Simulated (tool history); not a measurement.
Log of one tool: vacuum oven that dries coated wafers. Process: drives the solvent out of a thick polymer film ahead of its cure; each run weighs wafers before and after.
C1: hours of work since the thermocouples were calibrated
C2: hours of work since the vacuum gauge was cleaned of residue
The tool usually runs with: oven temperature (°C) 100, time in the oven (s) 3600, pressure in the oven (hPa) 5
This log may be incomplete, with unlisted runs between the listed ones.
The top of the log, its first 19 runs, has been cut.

run 20 hour=231.4 | oven_temperature_(°C)=100 time_in_the_oven_(s)=3600 pressure_in_the_oven_(hPa)=5 | C1=402 C2=575 | solvent_left_in_the_film_(%)=1.83
run 21 hour=246.1 | oven_temperature_(°C)=100 time_in_the_oven_(s)=3600 pressure_in_the_oven_(hPa)=5 | C1=409 C2=583 | solvent_left_in_the_film_(%)=1.83
run 22 hour=255.6 | oven_temperature_(°C)=100 time_in_the_oven_(s)=3600 pressure_in_the_oven_(hPa)=5 | C1=414 C2=587 | solvent_left_in_the_film_(%)=1.8
run 23 hour=266.8 | oven_temperature_(°C)=110 time_in_the_oven_(s)=3600 pressure_in_the_oven_(hPa)=5 | C1=420 C2=593 | solvent_left_in_the_film_(%)=0.68
run 24 hour=276.9 | oven_temperature_(°C)=110 time_in_the_oven_(s)=3600 pressure_in_the_oven_(hPa)=5 | C1=425 C2=598 | solvent_left_in_the_film_(%)=0.7
run 25 hour=292.2 | oven_temperature_(°C)=85 time_in_the_oven_(s)=5040 pressure_in_the_oven_(hPa)=4.94 | C1=432 C2=606 | solvent_left_in_the_film_(%)=4.48
run 26 hour=305.5 | oven_temperature_(°C)=85 time_in_the_oven_(s)=5040 pressure_in_the_oven_(hPa)=4.94 | C1=439 C2=612 | solvent_left_in_the_film_(%)=4.47
run 27 hour=312.5 | oven_temperature_(°C)=91 time_in_the_oven_(s)=3600 pressure_in_the_oven_(hPa)=5 | C1=442 C2=616 | solvent_left_in_the_film_(%)=4.14
run 28 hour=326 | oven_temperature_(°C)=91 time_in_the_oven_(s)=3600 pressure_in_the_oven_(hPa)=5 | C1=449 C2=623 | solvent_left_in_the_film_(%)=4.15
run 29 hour=342.1 | oven_temperature_(°C)=100 time_in_the_oven_(s)=2100 pressure_in_the_oven_(hPa)=5 | C1=457 C2=631 | solvent_left_in_the_film_(%)=3.96
run 30 hour=353.5 | oven_temperature_(°C)=100 time_in_the_oven_(s)=2100 pressure_in_the_oven_(hPa)=5 | C1=463 C2=636 | solvent_left_in_the_film_(%)=3.95
run 31 hour=365.8 | oven_temperature_(°C)=100 time_in_the_oven_(s)=2100 pressure_in_the_oven_(hPa)=5 | C1=469 C2=642 | solvent_left_in_the_film_(%)=3.96
run 32 hour=376.3 | oven_temperature_(°C)=100 time_in_the_oven_(s)=3540 pressure_in_the_oven_(hPa)=2.59 | C1=474 C2=648 | solvent_left_in_the_film_(%)=1.58

Run 33 comes next. What will it give?
run 33 hour=384.4 | oven_temperature_(°C)=100 time_in_the_oven_(s)=2760 pressure_in_the_oven_(hPa)=4.22 | C1=478 C2=652 | solvent_left_in_the_film_(%)=?

Logged for run 33: solvent left in the film (%) 2.65.
The same run, on a tool lacking any hidden state, would have yielded solvent left in the film (%) 2.57.
